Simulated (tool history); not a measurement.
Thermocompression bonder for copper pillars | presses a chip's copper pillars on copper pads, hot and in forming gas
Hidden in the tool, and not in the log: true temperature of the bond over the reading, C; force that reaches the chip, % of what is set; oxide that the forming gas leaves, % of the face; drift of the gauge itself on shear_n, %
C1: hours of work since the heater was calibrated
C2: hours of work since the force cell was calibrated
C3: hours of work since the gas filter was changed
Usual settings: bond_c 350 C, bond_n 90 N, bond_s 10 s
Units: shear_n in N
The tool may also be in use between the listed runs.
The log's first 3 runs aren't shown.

Run 4, hour 29.3: usual settings; C1 187; C2 319; C3 327. Result: shear_n 89.5 N.
Run 5, hour 40.5: usual settings but bond_c 360 C; C1 192; C2 324; C3 332. Result: shear_n 96.4 N.
Run 6, hour 50.8: usual settings but bond_c 360 C; C1 196; C2 328; C3 336. Result: shear_n 96.6 N.
Run 7, hour 58.8: usual settings but bond_c 360 C; C1 200; C2 331; C3 339. Result: shear_n 95.1 N.
Run 8, hour 71.1: usual settings; C1 205; C2 336; C3 344. Result: shear_n 87.5 N.
Run 9, hour 82.2: usual settings; C1 210; C2 341; C3 349. Result: shear_n 91.2 N.
Run 10, hour 93.9: usual settings but bond_n 58 N; C1 215; C2 346; C3 354. Result: shear_n 75.6 N.
Run 11, hour 101.5: usual settings but bond_c 340 C; C1 218; C2 349; C3 357. Result: shear_n 84.0 N.
Run 12, hour 108.5: usual settings but bond_c 340 C; C1 221; C2 352; C3 360. Result: shear_n 81.4 N.
At hour 119.1: forming gas filter changed.
Run 13, hour 119.7: usual settings; C1 225; C2 357; C3 0. Result: shear_n 95.0 N.
Run 14, hour 127.1: usual settings; C1 228; C2 360; C3 3. Result: shear_n 92.2 N.
Run 15, hour 139.4: usual settings but bond_s 27 s; C1 234; C2 365; C3 9. Result: shear_n 113.4 N.
Run 16, hour 147.1: usual settings but bond_s 27 s; C1 237; C2 368; C3 12. Result: shear_n 113.1 N.
Run 17, hour 156.5: usual settings but bond_s 23 s; C1 241; C2 372; C3 16. Result: shear_n 108.9 N.
Run 18, hour 169.1: usual settings; C1 246; C2 378; C3 21. Result: shear_n 92.3 N.
Run 19, hour 179.9: usual settings; C1 251; C2 382; C3 26. Result: shear_n 93.4 N.
Run 20, hour 186.3: usual settings; C1 253; C2 385; C3 28. Result: shear_n 93.0 N.
Run 21, hour 197.2: usual settings; C1 258; C2 390; C3 33. Result: shear_n 92.5 N.
Run 22, hour 206.9: usual settings but bond_s 12 s; C1 262; C2 394; C3 37. Result: shear_n 97.1 N.

Run 23 comes next. What will it give?
Run 23, hour 212.7: usual settings but bond_c 372 C; C1 265; C2 396; C3 40. Result: shear_n ?.

Run 23 gave shear_n 105.8 N.
Without the tool's hidden state the same run would have given shear_n 107.9 N.

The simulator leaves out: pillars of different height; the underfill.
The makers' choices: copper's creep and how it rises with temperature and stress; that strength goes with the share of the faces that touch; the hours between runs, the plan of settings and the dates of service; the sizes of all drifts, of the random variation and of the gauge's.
